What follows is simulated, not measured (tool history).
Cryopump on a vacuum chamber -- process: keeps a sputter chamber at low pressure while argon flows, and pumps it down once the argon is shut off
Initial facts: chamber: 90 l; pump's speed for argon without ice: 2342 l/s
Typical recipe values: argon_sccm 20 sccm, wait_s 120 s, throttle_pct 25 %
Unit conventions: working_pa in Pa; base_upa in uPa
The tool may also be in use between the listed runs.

run,hour,argon_sccm,wait_s,throttle_pct,working_pa,base_upa
1,0.0,20,120,25,0.0650,2.18
2,30.9,20,120,25,0.0640,2.20
3,51.6,20,120,28,0.0594,2.24
# hour 61.3: pump warmed up, emptied and cooled again
4,84.2,20,40,25,0.0584,2.43
5,101.8,20,40,25,0.0586,2.46
6,129.4,20,40,25,0.0590,2.51
7,154.9,20,27,25,0.0589,2.97
8,173.5,20,120,25,0.0586,1.72
9,200.6,20,120,25,0.0590,1.75
10,222.6,20,120,25,0.0598,1.74
11,252.7,20,120,25,0.0598,1.83
12,283.4,20,120,25,0.0600,1.93
13,301.4,20,120,25,0.0603,1.87
14,332.9,20,120,25,0.0609,1.92
15,364.3,20,120,25,0.0606,1.93
16,395.9,20,120,25,0.0613,2.04
17,425.8,20,120,48,0.0336,2.07
18,449.8,23,117,27,0.0651,2.04
19,463.3,9,98,32,0.0220,2.16
20,482.0,9,98,32,0.0213,2.23
21,504.6,9,98,32,0.0216,2.21
# hour 526.7: leaking fittings of the chamber tightened, without venting
22,527.6,26,189,24,0.0856,0.42
23,545.3,20,84,34,0.0473,0.78
24,570.0,9,120,29,0.0256,0.57
25,591.6,9,61,19,0.0371,0.99
26,614.3,20,120,40,0.0411,0.61
27,628.7,20,120,40,0.0429,0.58
28,656.2,33,21,34,0.0799,2.49
29,670.4,20,120,25,0.0647,0.63
# hour 696.2: pump warmed up, emptied and cooled again
30,696.4,20,120,25,0.0584,0.57
31,724.0,20,97,25,0.0595,0.63
32,747.7,26,97,25,0.0754,0.69
33,779.4,26,97,25,0.0768,0.67
34,794.3,26,97,25,0.0755,0.67

Branching from run 34: 3 alternative next runs. What would each branch give?
A,812.0,10,23,20,?,?
B,812.0,38,247,27,?,?
C,812.0,36,38,19,?,?

run,working_pa,base_upa
A,0.0367,2.26
B,0.1040,0.40
C,0.1397,1.44
The same runs, with their run-to-run variation unchanged, on a tool lacking any hidden condition would have given:
run,working_pa,base_upa
A,0.0361,2.17
B,0.1018,0.32
C,0.1377,1.36
